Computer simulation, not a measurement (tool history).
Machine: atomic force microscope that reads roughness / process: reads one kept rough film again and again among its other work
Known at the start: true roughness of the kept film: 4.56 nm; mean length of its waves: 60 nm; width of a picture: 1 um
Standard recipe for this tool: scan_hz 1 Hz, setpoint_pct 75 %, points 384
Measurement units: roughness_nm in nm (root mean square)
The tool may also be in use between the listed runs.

| run | hour | scan_hz | setpoint_pct | points | roughness_nm |
|---|---|---|---|---|---|
| 1 | 0 | 1 | 75 | 384 | 4.099 |
| 2 | 47.3 | 1 | 75 | 894 | 4.088 |
| 3 | 78.8 | 1 | 75 | 894 | 4.053 |
| 4 | 119.9 | 1 | 75 | 384 | 4.041 |
| 5 | 182.8 | 1 | 75 | 384 | 4.024 |
| 6 | 241.5 | 1 | 75 | 384 | 3.982 |
| 7 | 290.4 | 1 | 75 | 384 | 3.924 |
| 8 | 340.4 | 1 | 75 | 295 | 3.881 |
| 9 | 416.9 | 1 | 89 | 384 | 3.689 |
| 10 | 458 | 1 | 89 | 384 | 3.661 |
| 11 | 528 | 2.61 | 56 | 702 | 3.834 |
| 12 | 567.5 | 2.61 | 56 | 702 | 4.139 |
| 13 | 644 | 2.61 | 56 | 702 | 4.11 |
| 14 | 716.7 | 1.93 | 65 | 704 | 3.987 |
| 15 | 755.4 | 2.22 | 63 | 456 | 3.934 |
| 16 | 787.1 | 2.22 | 63 | 678 | 3.994 |
| 17 | 851.5 | 2.04 | 68 | 384 | 3.931 |
| 18 | 891 | 0.91 | 55 | 863 | 4.147 |
| 19 | 938.2 | 1 | 75 | 758 | 3.908 |

Withheld: 3 entries from between the runs. Position of each, and hidden state at the listed run before versus the listed run after:
Between runs 11 and 12: new tip fitted (hour 564.8)
  radius of the tip, nm: 25.1 -> 7.6; height scale over the true one, %: -1.5 -> -1.52
  measured value less the no-hidden-state value, roughness_nm: -0.399 -> -0.075 nm (root mean square)
Between runs 12 and 13: height scale calibrated on a step standard (hour 572.2)
  radius of the tip, nm: 7.6 -> 10; height scale over the true one, %: -1.52 -> -1.85
  measured value less the no-hidden-state value, roughness_nm: -0.075 -> -0.138 nm (root mean square)
Between runs 15 and 16: height scale calibrated on a step standard, once more (hour 769.9)
  radius of the tip, nm: 13.7 -> 14.6; height scale over the true one, %: -1.91 -> -0.15
  measured value less the no-hidden-state value, roughness_nm: -0.206 -> -0.154 nm (root mean square)
